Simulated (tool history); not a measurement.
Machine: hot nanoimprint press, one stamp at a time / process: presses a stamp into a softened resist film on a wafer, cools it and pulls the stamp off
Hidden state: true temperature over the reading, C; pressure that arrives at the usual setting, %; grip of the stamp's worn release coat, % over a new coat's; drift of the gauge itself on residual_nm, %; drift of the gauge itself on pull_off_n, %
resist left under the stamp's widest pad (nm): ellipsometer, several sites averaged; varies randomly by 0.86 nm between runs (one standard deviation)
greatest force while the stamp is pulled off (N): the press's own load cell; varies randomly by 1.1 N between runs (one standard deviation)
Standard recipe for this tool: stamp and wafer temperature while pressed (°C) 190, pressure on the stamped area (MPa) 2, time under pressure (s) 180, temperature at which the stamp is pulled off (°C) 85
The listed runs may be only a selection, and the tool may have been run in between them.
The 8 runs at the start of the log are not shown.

| run | hour | stamp and wafer temperature while pressed (°C) | pressure on the stamped area (MPa) | time under pressure (s) | temperature at which the stamp is pulled off (°C) | hours of work since the thermocouple was calibrated | imprints on the stamp's release coat | hours of work since the press's seals were changed | resist left under the stamp's widest pad (nm) | greatest force while the stamp is pulled off (N) |
|---|---|---|---|---|---|---|---|---|---|---|
| 9 | 159.4 | 190 | 2 | 180 | 77 | 286 | 554 | 254 | 327 | 190 |
| 10 | 175.7 | 190 | 2 | 180 | 77 | 298 | 599 | 265 | 325.9 | 189 |
| 11 | 204.9 | 190 | 2 | 180 | 77 | 317 | 679 | 285 | 326.3 | 190 |
| 12 | 238.7 | 190 | 2 | 180 | 77 | 341 | 773 | 308 | 327.9 | 189 |
| 13 | 262.1 | 190 | 2 | 180 | 85 | 356 | 837 | 324 | 328.7 | 159 |
| 14 | 284.2 | 190 | 2 | 180 | 85 | 372 | 898 | 339 | 329 | 159 |
|  | 303.1 | stamp cleaned and given a new release coat |
| 15 | 306.6 | 190 | 1.32 | 180 | 85 | 383 | 10 | 350 | 395.2 | 158 |
| 16 | 324.3 | 190 | 1.57 | 180 | 90 | 395 | 59 | 362 | 366.7 | 138 |
|  | 350.8 | plate thermocouple calibrated |
| 17 | 352.3 | 190 | 1.57 | 180 | 90 | 1 | 128 | 379 | 369.4 | 142 |
| 18 | 370.3 | 190 | 2.58 | 180 | 72 | 13 | 177 | 392 | 292.1 | 210 |
| 19 | 390.7 | 181 | 1.25 | 101 | 81 | 27 | 233 | 406 | 579.2 | 173 |
| 20 | 419.7 | 190 | 2.37 | 180 | 85 | 47 | 313 | 425 | 305.1 | 157 |
|  | 423.9 | gauge calibrated |
| 21 | 450.3 | 181 | 1.3 | 130 | 85 | 68 | 398 | 446 | 539.3 | 160 |
| 22 | 480.8 | 181 | 1.62 | 105 | 88 | 89 | 482 | 467 | 532.6 | 149 |
| 23 | 497 | 188 | 1.35 | 180 | 85 | 100 | 527 | 478 | 412.6 | 160 |
| 24 | 520 | 190 | 2 | 180 | 71 | 115 | 590 | 494 | 325.9 | 214 |
| 25 | 534.9 | 190 | 2 | 180 | 72 | 126 | 631 | 504 | 325.5 | 206 |
| 26 | 563 | 179 | 1.2 | 180 | 72 | 145 | 709 | 523 | 539.7 | 208 |
| 27 | 582.2 | 179 | 1.2 | 180 | 72 | 158 | 761 | 536 | 541.6 | 209 |
| 28 | 617 | 179 | 2.33 | 229 | 72 | 182 | 857 | 560 | 405.3 | 212 |

Run 29 comes next. What will it give?
| 29 | 632.7 | 179 | 2.33 | 229 | 72 | 192 | 901 | 571 | ? | ? |

Logged for run 29: resist left under the stamp's widest pad (nm) 405.4, greatest force while the stamp is pulled off (N) 208.
If the tool had no hidden condition, the same run with the same run-to-run variation would have returned resist left under the stamp's widest pad (nm) 401.9, greatest force while the stamp is pulled off (N) 207.
